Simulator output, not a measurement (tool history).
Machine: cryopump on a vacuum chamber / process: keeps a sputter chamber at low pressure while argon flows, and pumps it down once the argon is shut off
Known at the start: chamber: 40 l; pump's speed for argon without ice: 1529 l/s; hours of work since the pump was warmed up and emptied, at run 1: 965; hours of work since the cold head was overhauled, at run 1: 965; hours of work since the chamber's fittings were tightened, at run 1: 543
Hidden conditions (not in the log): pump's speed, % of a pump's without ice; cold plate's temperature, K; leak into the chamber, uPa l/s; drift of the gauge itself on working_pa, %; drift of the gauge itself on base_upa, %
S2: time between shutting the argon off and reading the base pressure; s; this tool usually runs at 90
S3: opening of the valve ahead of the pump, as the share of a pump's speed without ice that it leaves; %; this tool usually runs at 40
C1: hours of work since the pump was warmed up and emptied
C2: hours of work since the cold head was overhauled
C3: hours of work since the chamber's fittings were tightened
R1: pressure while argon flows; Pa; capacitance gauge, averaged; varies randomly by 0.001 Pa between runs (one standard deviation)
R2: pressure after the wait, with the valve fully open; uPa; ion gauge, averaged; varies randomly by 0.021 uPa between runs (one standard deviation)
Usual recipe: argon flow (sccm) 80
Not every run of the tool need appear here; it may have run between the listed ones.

run 1 hour=0 | argon_flow_(sccm)=80 S2=90 S3=40 | C1=965 C2=965 C3=543 | R1=0.2488 R2=0.96
run 2 hour=26.9 | argon_flow_(sccm)=80 S2=90 S3=40 | C1=987 C2=987 C3=566 | R1=0.25 R2=0.94
run 3 hour=41.6 | argon_flow_(sccm)=80 S2=90 S3=40 | C1=1000 C2=1000 C3=578 | R1=0.2512 R2=0.95
run 4 hour=63.7 | argon_flow_(sccm)=80 S2=90 S3=40 | C1=1018 C2=1018 C3=597 | R1=0.2506 R2=0.97
run 5 hour=80.4 | argon_flow_(sccm)=80 S2=90 S3=40 | C1=1032 C2=1032 C3=611 | R1=0.2523 R2=1.02
run 6 hour=102.1 | argon_flow_(sccm)=36 S2=90 S3=40 | C1=1051 C2=1051 C3=629 | R1=0.1127 R2=1.04
-- hour=115 pump warmed up, emptied and cooled again
run 7 hour=128.9 | argon_flow_(sccm)=36 S2=90 S3=40 | C1=12 C2=1069 C3=647 | R1=0.1 R2=0.88
run 8 hour=158.1 | argon_flow_(sccm)=36 S2=90 S3=40 | C1=36 C2=1093 C3=672 | R1=0.1007 R2=0.86
run 9 hour=174 | argon_flow_(sccm)=36 S2=90 S3=40 | C1=50 C2=1107 C3=685 | R1=0.1007 R2=0.85
run 10 hour=204.2 | argon_flow_(sccm)=80 S2=90 S3=40 | C1=75 C2=1132 C3=711 | R1=0.2243 R2=0.94
run 11 hour=221.3 | argon_flow_(sccm)=80 S2=90 S3=40 | C1=89 C2=1147 C3=725 | R1=0.2242 R2=0.93
run 12 hour=243.1 | argon_flow_(sccm)=80 S2=37 S3=40 | C1=108 C2=1165 C3=744 | R1=0.2251 R2=1.39
run 13 hour=258.3 | argon_flow_(sccm)=80 S2=90 S3=40 | C1=121 C2=1178 C3=756 | R1=0.2249 R2=0.91
run 14 hour=287.2 | argon_flow_(sccm)=80 S2=90 S3=40 | C1=145 C2=1202 C3=781 | R1=0.2243 R2=0.95
run 15 hour=300.6 | argon_flow_(sccm)=80 S2=250 S3=40 | C1=156 C2=1213 C3=792 | R1=0.2281 R2=0.7
run 16 hour=314.5 | argon_flow_(sccm)=80 S2=250 S3=40 | C1=168 C2=1225 C3=804 | R1=0.2274 R2=0.76
run 17 hour=329.9 | argon_flow_(sccm)=80 S2=250 S3=40 | C1=181 C2=1238 C3=817 | R1=0.2269 R2=0.77
run 18 hour=359.6 | argon_flow_(sccm)=80 S2=28 S3=40 | C1=206 C2=1263 C3=842 | R1=0.2279 R2=1.66
run 19 hour=377.6 | argon_flow_(sccm)=80 S2=28 S3=40 | C1=221 C2=1278 C3=857 | R1=0.2285 R2=1.6
run 20 hour=396.2 | argon_flow_(sccm)=80 S2=24 S3=16 | C1=237 C2=1294 C3=872 | R1=0.5565 R2=1.86
run 21 hour=423.8 | argon_flow_(sccm)=46 S2=35 S3=20 | C1=260 C2=1317 C3=896 | R1=0.2574 R2=1.53
run 22 hour=451.6 | argon_flow_(sccm)=65 S2=90 S3=35 | C1=283 C2=1340 C3=919 | R1=0.2131 R2=0.98
run 23 hour=464 | argon_flow_(sccm)=65 S2=90 S3=35 | C1=294 C2=1351 C3=929 | R1=0.2124 R2=1.04
run 24 hour=492.5 | argon_flow_(sccm)=78 S2=21 S3=30 | C1=318 C2=1375 C3=953 | R1=0.296 R2=2.15
run 25 hour=521.3 | argon_flow_(sccm)=78 S2=21 S3=30 | C1=342 C2=1399 C3=978 | R1=0.2996 R2=2.05
run 26 hour=548.9 | argon_flow_(sccm)=59 S2=193 S3=24 | C1=365 C2=1422 C3=1001 | R1=0.2802 R2=0.89
run 27 hour=565.7 | argon_flow_(sccm)=109 S2=193 S3=59 | C1=379 C2=1436 C3=1015 | R1=0.2186 R2=0.86
run 28 hour=584.2 | argon_flow_(sccm)=80 S2=90 S3=53 | C1=395 C2=1452 C3=1031 | R1=0.1781 R2=1.09
run 29 hour=609.4 | argon_flow_(sccm)=80 S2=293 S3=53 | C1=416 C2=1473 C3=1052 | R1=0.1787 R2=0.9
run 30 hour=624.8 | argon_flow_(sccm)=80 S2=293 S3=53 | C1=429 C2=1486 C3=1065 | R1=0.1791 R2=0.96
run 31 hour=638.9 | argon_flow_(sccm)=80 S2=293 S3=53 | C1=441 C2=1498 C3=1077 | R1=0.1791 R2=0.87
run 32 hour=667.4 | argon_flow_(sccm)=80 S2=80 S3=47 | C1=465 C2=1522 C3=1100 | R1=0.2014 R2=1.16
run 33 hour=683.8 | argon_flow_(sccm)=106 S2=128 S3=46 | C1=478 C2=1536 C3=1114 | R1=0.273 R2=1.06
run 34 hour=702.3 | argon_flow_(sccm)=122 S2=90 S3=40 | C1=494 C2=1551 C3=1130 | R1=0.3595 R2=1.22

Had the tool no unlogged condition, and each run kept its random variation, what would the results have been?
run=1 R1=0.2211 R2=0.52
run=2 R1=0.2214 R2=0.49
run=3 R1=0.2221 R2=0.49
run=4 R1=0.2209 R2=0.5
run=5 R1=0.2218 R2=0.53
run=6 R1=0.0987 R2=0.53
run=7 R1=0.099 R2=0.54
run=8 R1=0.0995 R2=0.51
run=9 R1=0.0994 R2=0.49
run=10 R1=0.2207 R2=0.56
run=11 R1=0.2203 R2=0.54
run=12 R1=0.2207 R2=0.98
run=13 R1=0.2203 R2=0.5
run=14 R1=0.2191 R2=0.53
run=15 R1=0.2226 R2=0.27
run=16 R1=0.2216 R2=0.32
run=17 R1=0.2208 R2=0.32
run=18 R1=0.2212 R2=1.21
run=19 R1=0.2214 R2=1.15
run=20 R1=0.549 R2=1.38
run=21 R1=0.2528 R2=1.02
run=22 R1=0.206 R2=0.48
run=23 R1=0.2051 R2=0.52
run=24 R1=0.2867 R2=1.59
run=25 R1=0.2896 R2=1.51
run=26 R1=0.2722 R2=0.32
run=27 R1=0.2034 R2=0.29
run=28 R1=0.1666 R2=0.51
run=29 R1=0.1665 R2=0.3
run=30 R1=0.1666 R2=0.33
run=31 R1=0.1663 R2=0.27
run=32 R1=0.1879 R2=0.53
run=33 R1=0.2545 R2=0.41
run=34 R1=0.3376 R2=0.54
